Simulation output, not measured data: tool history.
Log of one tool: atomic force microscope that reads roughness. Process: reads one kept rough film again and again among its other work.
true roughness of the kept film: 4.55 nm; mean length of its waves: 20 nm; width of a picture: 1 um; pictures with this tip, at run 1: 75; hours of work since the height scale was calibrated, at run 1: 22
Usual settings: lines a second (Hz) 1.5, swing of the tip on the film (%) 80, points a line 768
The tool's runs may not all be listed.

run   hour  lines a second (Hz)  swing of the tip on the film (%)  points a line  pictures with this tip  hours of work since the height scale was calibrated  roughness of the kept film (nm (root mean square))
  1      0                  1.5                                80            768                      75                                                   22                                               1.997
  2   10.5                  1.5                                81            768                     101                                                   30                                               1.823
  3     25                  1.5                                81            768                     137                                                   41                                               1.624
  4   40.5                  1.5                                80            868                     176                                                   52                                               1.503
  5   49.7                  1.5                                81            868                     199                                                   59                                               1.414
      59.9  -- new tip fitted
  6   67.2                  1.5                                81            868                      18                                                   72                                               2.434
  7   79.2                  1.5                                81            868                      48                                                   80                                               2.154
      81.6  -- height scale calibrated on a step standard
  8   97.5                  1.5                                90            768                      91                                                   12                                               1.731
  9  108.3                  1.2                                79            326                     118                                                   20                                               1.733
 10  125.3                  1.2                                77            326                     160                                                   32                                               1.572
 11  139.2                  1.2                                77            307                     194                                                   43                                               1.453
     151.7  -- new tip fitted
 12  156.1                 3.82                                80            768                      11                                                   55                                               2.119
 13  164.3                 3.06                                87            336                      32                                                   61                                               1.833
 14  173.8                 3.06                                56            712                      55                                                   68                                               2.265
     177.8  -- height scale calibrated on a step standard, once more
 15  182.9                 0.59                                71            768                      75                                                    4                                               2.192

Forecast each of these 3 alternatives for the next run:
  A  195.8                 1.98                                80            755                     107                                                   13                                                   ?
  B  195.8                  1.5                                80            421                     107                                                   13                                                   ?
  C  195.8                 0.59                                66            768                     107                                                   13                                                   ?

run  roughness of the kept film (nm (root mean square))
  A                                               1.715
  B                                                1.75
  C                                               1.981
Without the tool's hidden state the same runs would have given:
run  roughness of the kept film (nm (root mean square))
  A                                                2.64
  B                                               2.694
  C                                                3.05
